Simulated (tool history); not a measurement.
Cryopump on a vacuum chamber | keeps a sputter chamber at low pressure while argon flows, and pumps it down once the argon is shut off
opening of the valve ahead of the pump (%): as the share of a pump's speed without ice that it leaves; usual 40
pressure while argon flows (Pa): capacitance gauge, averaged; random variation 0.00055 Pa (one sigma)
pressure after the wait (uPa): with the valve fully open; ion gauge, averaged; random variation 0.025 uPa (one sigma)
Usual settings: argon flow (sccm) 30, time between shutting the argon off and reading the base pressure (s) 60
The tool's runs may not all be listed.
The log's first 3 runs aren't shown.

run,hour,argon flow (sccm),time between shutting the argon off and reading the base pressure (s),opening of the valve ahead of the pump (%),pressure while argon flows (Pa),pressure after the wait (uPa)
4,81.4,30,58,40,0.0594,1.29
5,125.4,30,58,40,0.0588,1.31
6,157.3,15,60,40,0.0302,1.29
7,198.1,15,60,40,0.0298,1.34
8,238.5,30,60,40,0.0586,1.35
9,273.7,30,60,40,0.0589,1.36
10,305.6,30,60,40,0.0594,1.42
11,330.7,30,60,40,0.059,1.41
12,373.8,30,60,40,0.0594,1.44
13,406.2,30,60,40,0.0599,1.47
14,432,30,60,40,0.0603,1.42
15,456.2,30,60,40,0.0601,1.44
16,490.6,30,60,40,0.0608,1.43
17,524.3,30,60,40,0.0598,1.46
18,564.9,28,28,45,0.0506,2.5
19,602.6,30,76,24,0.0981,1.33
20,640.2,30,60,57,0.0434,1.61
21,673,20,169,29,0.0554,1.03

Forecast run 22:
# hour 686.8: pump warmed up, emptied and cooled again
22,701.8,12,165,40,?,?

Run 22 gave pressure while argon flows (Pa) 0.0228, pressure after the wait (uPa) 0.95.
Without the tool's hidden state the same run would have given pressure while argon flows (Pa) 0.0227, pressure after the wait (uPa) 0.49.
